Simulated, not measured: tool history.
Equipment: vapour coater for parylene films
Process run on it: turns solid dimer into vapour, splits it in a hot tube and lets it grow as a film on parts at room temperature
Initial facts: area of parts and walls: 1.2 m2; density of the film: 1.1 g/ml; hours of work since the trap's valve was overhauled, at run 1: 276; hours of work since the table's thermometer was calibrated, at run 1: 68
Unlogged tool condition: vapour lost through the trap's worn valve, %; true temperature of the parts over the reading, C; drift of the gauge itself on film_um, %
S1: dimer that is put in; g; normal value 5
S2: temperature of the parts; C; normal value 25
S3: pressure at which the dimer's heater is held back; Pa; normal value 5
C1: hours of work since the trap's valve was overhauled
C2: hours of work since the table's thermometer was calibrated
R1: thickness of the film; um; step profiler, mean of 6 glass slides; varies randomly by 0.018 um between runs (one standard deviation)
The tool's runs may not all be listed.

run	hour	S1	S2	S3	C1	C2	R1
1	0	5	25	5	276	68	2.16
2	14.3	5	25	5	286	77	2.19
3	27.2	5	25	5	294	85	2.17
4	39.6	3	25	5	302	93	1.27
5	53.8	3	25	5	311	102	1.32
6	69	5	25	5	320	112	2.16
7	78.9	5	25	5	327	118	2.18
8	92.5	5	25	5	335	127	2.17
9	104	5	25	5	343	134	2.16
10	114.7	5	25	5	350	141	2.18
11	131.1	5	25	11	360	152	1.94
12	146.1	5	25	5	370	161	2.12
13	156.6	5	25	5	376	168	2.17
14	171	5	19	5	385	177	2.63
15	184.7	5	19	5	394	186	2.64
16	200.7	5	19	5	404	196	2.63
17	211.5	5	19	5	411	203	2.64
18	223.6	5	19	5	419	210	2.66
19	233.2	5	29	5	425	217	1.84
# hour 243: trap's valve overhauled
20	249.4	5	25	5	4	224	2.28
21	262.7	5	25	5	13	233	2.33
22	270.8	5	25	5	18	238	2.28
23	277.9	5	27	5	22	242	2.14
24	286.3	5	25	4.95	28	248	2.3
25	293.9	5	21	2.04	32	253	2.92
26	305.1	2	18	11.34	40	260	1.08
27	317.2	2	18	11.34	47	267	1.05
28	324.5	6	27	10.25	52	272	2.37
29	339.2	6	27	10.25	61	282	2.34
30	355.4	5	33	2.39	72	292	1.84
31	365.7	5	32	2.03	78	298	1.95
32	377.8	5	32	2.03	86	306	1.99
33	394.1	7	17	2.17	96	316	4.67
34	403.4	3	17	2.86	102	322	1.92
35	414.4	3	17	2.86	109	329	1.92
36	422	3	17	2.86	114	334	1.92
37	434.9	3	17	2.86	122	342	1.91
38	443.6	2	28	2.3	128	348	0.88
39	453	2	34	2.04	134	354	0.74
40	468.1	5	25	3.05	143	364	2.41
41	482.9	5	36	9.4	153	373	1.42
42	494.7	6	20	3.1	160	381	3.45
43	506.9	6	20	3.1	168	388	3.37

How the hidden state differs across the entries between the runs, from the last listed run before each to the first after it:
Run 19 -> run 20: trap's valve overhauled (hour 243)
  vapour lost through the trap's worn valve, %: 7.6 -> 0.2
  what was measured, less what the result would be without the hidden state, R1: -0.15 -> +0 um
